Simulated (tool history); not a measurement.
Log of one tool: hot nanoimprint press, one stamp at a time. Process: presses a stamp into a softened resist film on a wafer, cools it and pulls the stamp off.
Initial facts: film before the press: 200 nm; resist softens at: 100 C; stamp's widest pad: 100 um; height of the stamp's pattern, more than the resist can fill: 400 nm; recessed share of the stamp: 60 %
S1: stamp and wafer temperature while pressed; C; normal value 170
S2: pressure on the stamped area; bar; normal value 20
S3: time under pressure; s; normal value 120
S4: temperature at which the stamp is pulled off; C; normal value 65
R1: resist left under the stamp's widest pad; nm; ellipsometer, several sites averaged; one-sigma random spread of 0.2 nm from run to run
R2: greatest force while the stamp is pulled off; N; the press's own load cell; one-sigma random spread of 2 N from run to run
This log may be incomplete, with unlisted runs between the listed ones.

run	hour	S1	S2	S3	S4	R1	R2
1	0	170	20	120	65	75.8	140
2	18.3	170	20	120	65	75.4	144
3	33.7	170	20	120	65	75.5	140
4	65	170	28.6	120	65	63.4	140
# hour 77.4: plate thermocouple calibrated
5	98.8	180	20	120	65	56.6	144
# hour 113.1: stamp cleaned and given a new release coat
6	138.1	170	20	120	65	75.8	144
7	155.9	170	20	120	65	75.7	143
8	180.6	159	20	120	65	107.3	140
9	211.3	159	20	120	65	107	140
10	240.1	159	20	120	65	106.8	145
11	257.2	159	20	120	65	106.8	142
12	272	159	20	120	65	106.7	147
13	292.7	170	15.5	120	65	86.5	145
14	323.1	170	20	120	59	76.1	155
15	349.3	170	13.8	120	65	91.3	142
16	367.4	169	20	137	65	74.5	141
# hour 387.9: stamp cleaned and given a new release coat
17	391.3	160	16.2	83	62	127.7	147
18	424.7	163	18.5	120	65	98.4	139
# hour 449: press's hydraulic seals changed and the load cell set to zero
19	455.2	163	18.5	120	65	98.2	142
20	479.2	163	18.5	120	65	98.2	144
21	494.5	179	22.1	135	53	53.4	173
22	510	170	20	83	65	87.9	143
23	524.1	170	20	83	65	88.2	139
24	557.5	171	14	83	65	101.5	141
25	576.5	171	14	83	65	101.3	139
26	598.4	160	16.7	195	54	95.8	168
27	623.2	170	20	75	65	92	150
28	645.7	170	20	75	55	92	171
# hour 671.5: stamp cleaned and given a new release coat
29	684.1	170	20	75	55	92.2	164

Predict the results of run 30:
30	713.8	159	20	75	55	?	?

{"run 30": {"R1": 126.1, "R2": 163}}
Minus the tool's unlogged condition, the same run would have read R1 123.3 nm, R2 163 N.
